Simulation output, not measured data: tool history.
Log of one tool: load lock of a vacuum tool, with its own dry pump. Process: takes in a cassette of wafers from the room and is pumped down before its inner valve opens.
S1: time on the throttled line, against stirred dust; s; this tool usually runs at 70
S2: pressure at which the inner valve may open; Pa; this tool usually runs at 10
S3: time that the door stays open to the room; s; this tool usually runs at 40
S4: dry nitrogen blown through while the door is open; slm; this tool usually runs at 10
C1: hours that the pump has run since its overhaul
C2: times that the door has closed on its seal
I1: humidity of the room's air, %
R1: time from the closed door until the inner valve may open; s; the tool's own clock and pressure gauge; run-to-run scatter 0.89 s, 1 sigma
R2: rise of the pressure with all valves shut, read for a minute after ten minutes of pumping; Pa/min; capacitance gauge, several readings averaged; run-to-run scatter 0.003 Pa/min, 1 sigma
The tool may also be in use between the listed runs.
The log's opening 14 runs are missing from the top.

run      day  S1  S2  S3  S4    C1    C2    I1     R1     R2
 15   46.946  70  10  40  10  5155  4906  42.0  146.3  0.078
 16   49.612  70  10  35  10  5219  5025  46.0  144.5  0.094
 17   53.629  70  10  35  10  5316  5204  45.2  144.4  0.093
 18   55.529  70  10  35  10  5361  5288  46.0  146.1  0.090
 19   58.008  70  10  35  10  5421  5399  45.4  145.8  0.088
 20   60.762  70  10  35  10  5487  5522  46.8  147.2  0.096
 21   63.812  60  10  45  24  5560  5658  45.6  139.8  0.083
 22   67.742  96  11  45  37  5654  5833  44.9  162.7  0.080
 23   72.296  96  11  45  37  5764  6036  45.3  162.8  0.085
 24   75.867  70  15  46  16  5849  6195  45.0  141.7  0.100
 25   79.825  70  15  46  16  5944  6371  43.9  142.0  0.107
 26   82.775  70  16  46   9  6015  6503  47.6  141.8  0.117
 27   84.962  70  16  46   9  6068  6600  48.4  141.3  0.117
 28   87.642  63  14  40  25  6132  6720  47.4  138.3  0.098
 29   91.958  63  14  40  25  6236  6912  43.9  139.9  0.102
 30   96.412  63  14  40  25  6342  7111  44.5  138.2  0.098
 31   98.804  70  10  64   5  6400  7218  44.5  146.7  0.135
 32  103.217  50  19  40  10  6506  7414  43.1  128.3  0.109
 33  105.696  50  19  40  10  6565  7525  48.2  125.0  0.123
 34  107.900  41  12  89   6  6618  7623  42.6  125.4  0.139
 35  112.279  41  12  89   6  6723  7818  43.5  125.2  0.150
 36  116.725  41  12  89   6  6830  8016  43.7  125.2  0.151

Alternative continuations, all from the tool just after run 36; predict every row:
  A  120.971   70   8   40  31  6932  8206  48.3   ?   ?
  B  120.971   47  12   58  43  6932  8206  44.8   ?   ?
  C  120.971   84  12   89   6  6932  8206  47.4   ?   ?
  D  120.971  115   8   82   6  6932  8206  43.7   ?   ?
  E  120.971   61  12  188   7  6932  8206  46.7   ?   ?

run     R1     R2
  A  150.0  0.116
  B  130.0  0.111
  C  155.6  0.154
  D  181.4  0.148
  E  138.1  0.185
Stripped of hidden state, with their random variation kept, the same runs would have yielded:
run     R1     R2
  A  141.7  0.037
  B  121.4  0.032
  C  148.2  0.075
  D  174.5  0.069
  E  130.0  0.104
